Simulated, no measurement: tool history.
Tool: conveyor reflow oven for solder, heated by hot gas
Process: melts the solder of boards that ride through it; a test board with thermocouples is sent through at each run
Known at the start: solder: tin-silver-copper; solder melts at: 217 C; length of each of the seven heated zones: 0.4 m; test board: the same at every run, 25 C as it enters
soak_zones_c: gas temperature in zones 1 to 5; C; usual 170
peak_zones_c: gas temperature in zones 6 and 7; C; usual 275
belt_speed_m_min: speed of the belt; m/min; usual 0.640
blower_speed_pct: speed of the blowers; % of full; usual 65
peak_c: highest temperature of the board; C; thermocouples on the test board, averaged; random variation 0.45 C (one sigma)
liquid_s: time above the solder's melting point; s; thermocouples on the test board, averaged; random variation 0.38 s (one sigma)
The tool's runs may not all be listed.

run    hour  soak_zones_c  peak_zones_c  belt_speed_m_min  blower_speed_pct  peak_c  liquid_s
  1     0.0           170           275             0.640                65   253.4      53.1
       77.7  -- flux residue cleaned out of gas plates and filters
  2    94.1           170           275             0.640                65   250.2      51.3
  3   165.2           170           275             0.640                70   250.4      52.3
  4   228.4           170           275             0.640                70   251.3      51.6
      254.3  -- flux residue cleaned out of gas plates and filters, once more
  5   326.7           170           275             0.640                65   256.3      58.2
  6   412.2           170           275             0.640                83   259.4      60.1
  7   463.5           170           275             0.640                83   259.5      59.4
  8   526.1           170           275             0.640                83   258.5      59.0
  9   610.0           170           275             0.640                65   254.6      55.7
      651.9  -- thermocouples of zones 6 and 7 changed
 10   675.8           170           275             0.640                52   247.7      49.9
      735.7  -- flux residue cleaned out of gas plates and filters
 11   762.2           170           275             0.640                52   252.0      53.7
 12   853.8           170           275             0.586                52   254.6      62.1
      903.0  -- belt drive overhauled, speed set with a stopwatch
 13   927.3           180           275             0.640                83   260.3      63.2
 14   995.3           159           275             0.640                83   255.6      53.6
 15  1046.5           159           275             0.640                83   256.1      54.2
 16  1093.6           170           275             0.640                70   254.7      55.4
 17  1170.6           170           282             0.646                70   259.8      58.5
     1220.6  -- flux residue cleaned out of gas plates and filters
 18  1223.3           170           282             0.646                70   263.8      60.9
 19  1313.0           170           282             0.646                70   263.3      60.7
 20  1376.4           161           282             0.514                72   269.7      78.4
 21  1441.4           166           282             0.592                72   265.5      67.0
 22  1489.1           166           282             0.592                72   264.5      65.6

Forecast each of these 3 alternatives for the next run:
  A  1528.5           156           275             0.581                77       ?         ?
  B  1528.5           170           264             0.596                65       ?         ?
  C  1528.5           170           277             0.746                65       ?         ?

run  peak_c  liquid_s
  A   258.9      60.5
  B   247.6      55.1
  C   249.2      43.2
Without the tool's hidden state the same runs would have given:
run  peak_c  liquid_s
  A   260.6      61.9
  B   248.8      56.6
  C   251.3      45.0
